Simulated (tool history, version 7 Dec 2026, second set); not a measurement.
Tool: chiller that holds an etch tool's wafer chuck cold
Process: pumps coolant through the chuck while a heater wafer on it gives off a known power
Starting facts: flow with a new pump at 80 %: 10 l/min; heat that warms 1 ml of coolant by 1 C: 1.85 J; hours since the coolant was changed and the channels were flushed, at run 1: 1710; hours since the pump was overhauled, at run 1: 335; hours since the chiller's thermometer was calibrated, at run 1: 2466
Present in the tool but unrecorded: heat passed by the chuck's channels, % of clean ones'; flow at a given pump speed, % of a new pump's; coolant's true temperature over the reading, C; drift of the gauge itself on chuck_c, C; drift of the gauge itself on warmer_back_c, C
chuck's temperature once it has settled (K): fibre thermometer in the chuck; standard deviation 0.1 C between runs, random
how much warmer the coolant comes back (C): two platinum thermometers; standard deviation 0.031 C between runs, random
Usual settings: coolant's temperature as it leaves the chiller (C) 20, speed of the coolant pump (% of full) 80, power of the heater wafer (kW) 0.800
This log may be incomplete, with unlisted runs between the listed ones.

| run | hour | coolant's temperature as it leaves the chiller (C) | speed of the coolant pump (% of full) | power of the heater wafer (kW) | hours since the coolant was changed and the channels were flushed | hours since the pump was overhauled | hours since the chiller's thermometer was calibrated | chuck's temperature once it has settled (K) | how much warmer the coolant comes back (C) |
|---|---|---|---|---|---|---|---|---|---|
| 1 | 0.0 | 20 | 80 | 0.800 | 1710 | 335 | 2466 | 300.65 | 2.58 |
| 2 | 37.9 | 20 | 80 | 0.800 | 1748 | 372 | 2503 | 300.85 | 2.63 |
| 3 | 91.8 | 20 | 80 | 0.800 | 1802 | 426 | 2557 | 300.75 | 2.60 |
| 4 | 131.1 | 20 | 70 | 0.800 | 1841 | 466 | 2597 | 301.45 | 3.00 |
| 5 | 187.2 | 20 | 70 | 0.800 | 1897 | 522 | 2653 | 301.25 | 3.00 |
| 6 | 224.4 | 20 | 70 | 0.800 | 1934 | 559 | 2690 | 301.25 | 2.97 |
| 7 | 267.9 | 20 | 70 | 0.800 | 1978 | 602 | 2733 | 301.55 | 3.04 |
| 8 | 323.5 | 20 | 80 | 0.469 | 2033 | 658 | 2789 | 297.85 | 1.49 |
| 9 | 367.4 | 20 | 80 | 0.469 | 2077 | 702 | 2833 | 297.95 | 1.48 |
| 10 | 399.1 | 20 | 80 | 0.469 | 2109 | 734 | 2865 | 297.85 | 1.51 |
|  | 433.9 | chiller's thermometer calibrated |
| 11 | 439.6 | 20 | 80 | 0.469 | 2148 | 773 | 6 | 297.25 | 1.54 |
| 12 | 490.5 | 20 | 80 | 0.800 | 2199 | 824 | 57 | 300.35 | 2.63 |
| 13 | 559.4 | 20 | 80 | 0.800 | 2268 | 893 | 126 | 300.25 | 2.61 |
| 14 | 609.9 | 20 | 80 | 0.800 | 2319 | 943 | 176 | 300.25 | 2.65 |
| 15 | 668.5 | 20 | 80 | 0.800 | 2377 | 1002 | 235 | 300.45 | 2.63 |
| 16 | 708.3 | 20 | 80 | 0.800 | 2417 | 1042 | 274 | 300.25 | 2.60 |
| 17 | 757.9 | 11 | 88 | 0.965 | 2467 | 1091 | 324 | 292.35 | 2.93 |
| 18 | 790.5 | 11 | 88 | 0.965 | 2499 | 1124 | 357 | 292.65 | 2.90 |
| 19 | 861.3 | 20 | 99 | 0.800 | 2570 | 1195 | 427 | 299.65 | 2.11 |
| 20 | 911.5 | 30 | 80 | 0.800 | 2620 | 1245 | 478 | 310.55 | 2.65 |
| 21 | 943.0 | 18 | 80 | 0.800 | 2652 | 1276 | 509 | 298.75 | 2.65 |
| 22 | 1005.1 | 16 | 93 | 0.472 | 2714 | 1339 | 571 | 293.25 | 1.30 |
| 23 | 1045.7 | 16 | 93 | 0.472 | 2754 | 1379 | 612 | 293.25 | 1.31 |
| 24 | 1114.2 | 16 | 93 | 0.472 | 2823 | 1448 | 680 | 293.35 | 1.31 |
| 25 | 1156.1 | 20 | 92 | 0.434 | 2865 | 1490 | 722 | 297.05 | 1.30 |
| 26 | 1221.9 | 10 | 73 | 0.954 | 2931 | 1555 | 788 | 292.55 | 3.47 |
| 27 | 1293.3 | 13 | 96 | 0.853 | 3002 | 1627 | 859 | 293.35 | 2.32 |
| 28 | 1343.7 | 13 | 98 | 0.853 | 3052 | 1677 | 910 | 293.35 | 2.32 |
| 29 | 1394.0 | 13 | 78 | 0.471 | 3103 | 1727 | 960 | 290.75 | 1.62 |
| 30 | 1432.6 | 26 | 78 | 0.471 | 3141 | 1766 | 999 | 303.85 | 1.63 |
| 31 | 1472.1 | 14 | 85 | 0.620 | 3181 | 1806 | 1038 | 292.95 | 1.92 |
| 32 | 1516.3 | 18 | 60 | 0.486 | 3225 | 1850 | 1082 | 296.65 | 2.18 |

Some steps in chuck's temperature once it has settled (K) between neighbouring runs. How much of each would the tool show without its hidden state too (settings, what came in, random variation), and how much is left for the hidden state, with any gauge scatter that isn't in both results?
Run 10 -> 11: chiller's thermometer calibrated. chuck's temperature once it has settled (K) -0.60: hidden state -0.50, all else -0.10.
Run 19 -> 20: coolant's temperature as it leaves the chiller (C) 20 -> 30, speed of the coolant pump (% of full) 99 -> 80. chuck's temperature once it has settled (K) +10.90: hidden state +0.00, all else +10.90.
Run 20 -> 21: coolant's temperature as it leaves the chiller (C) 30 -> 18. chuck's temperature once it has settled (K) -11.80: hidden state +0.10, all else -11.90.
Run 21 -> 22: coolant's temperature as it leaves the chiller (C) 18 -> 16, speed of the coolant pump (% of full) 80 -> 93, power of the heater wafer (kW) 0.800 -> 0.472. chuck's temperature once it has settled (K) -5.50: hidden state -0.30, all else -5.20.
Run 25 -> 26: coolant's temperature as it leaves the chiller (C) 20 -> 10, speed of the coolant pump (% of full) 92 -> 73, power of the heater wafer (kW) 0.434 -> 0.954. chuck's temperature once it has settled (K) -4.50: hidden state +0.40, all else -4.90.
Run 29 -> 30: coolant's temperature as it leaves the chiller (C) 13 -> 26. chuck's temperature once it has settled (K) +13.10: hidden state +0.10, all else +13.00.
